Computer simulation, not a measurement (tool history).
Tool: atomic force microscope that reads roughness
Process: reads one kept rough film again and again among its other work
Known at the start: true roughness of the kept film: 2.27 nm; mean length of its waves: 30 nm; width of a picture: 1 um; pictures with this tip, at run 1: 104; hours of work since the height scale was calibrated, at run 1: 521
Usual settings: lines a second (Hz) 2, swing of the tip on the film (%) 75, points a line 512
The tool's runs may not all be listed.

run,hour,lines a second (Hz),swing of the tip on the film (%),points a line,pictures with this tip,hours of work since the height scale was calibrated,roughness of the kept film (nm (root mean square))
1,0,2,75,512,104,521,1.938
# hour 4.2: new tip fitted
2,29.9,2,75,512,35,538,1.944
3,51.9,2,75,512,65,550,1.916
# hour 82.9: new tip fitted
4,105.1,2,75,512,31,580,1.916
5,144.2,2,75,512,84,603,1.927
# hour 163.1: new tip fitted
6,171,2,75,512,11,617,1.924
7,206,2,75,512,58,637,1.924
# hour 244.8: new tip fitted
8,258.3,2,75,376,18,667,1.928
9,302.7,2,75,327,79,692,1.92
# hour 326: new tip fitted
10,355.1,1.58,75,512,39,721,1.972
11,391,0.93,57,260,88,742,2.098
# hour 408.4: new tip fitted
12,430.5,1.56,62,263,30,764,2.048
13,468,0.88,69,495,82,785,2.071
# hour 486.4: new tip fitted
14,518.8,2,72,470,44,814,1.958
15,560.9,3.16,72,452,102,837,1.858
# hour 564.7: new tip fitted
16,594.4,3.16,72,452,41,856,1.87
17,631.1,2.88,75,962,91,877,1.839

Forecast each of these 5 alternatives for the next run:
# hour 646: new tip fitted
A,669.2,0.77,70,962,32,898,?
# hour 646: new tip fitted
B,669.2,0.54,60,528,32,898,?
# hour 646: new tip fitted
C,669.2,2.88,73,798,32,898,?
# hour 646: new tip fitted
D,669.2,2.45,75,905,32,898,?
# hour 646: new tip fitted
E,669.2,0.88,75,808,32,898,?

run,roughness of the kept film (nm (root mean square))
A,2.095
B,2.115
C,1.863
D,1.885
E,2.055
Without the tool's hidden state the same runs would have given:
run,roughness of the kept film (nm (root mean square))
A,2.096
B,2.116
C,1.864
D,1.886
E,2.057

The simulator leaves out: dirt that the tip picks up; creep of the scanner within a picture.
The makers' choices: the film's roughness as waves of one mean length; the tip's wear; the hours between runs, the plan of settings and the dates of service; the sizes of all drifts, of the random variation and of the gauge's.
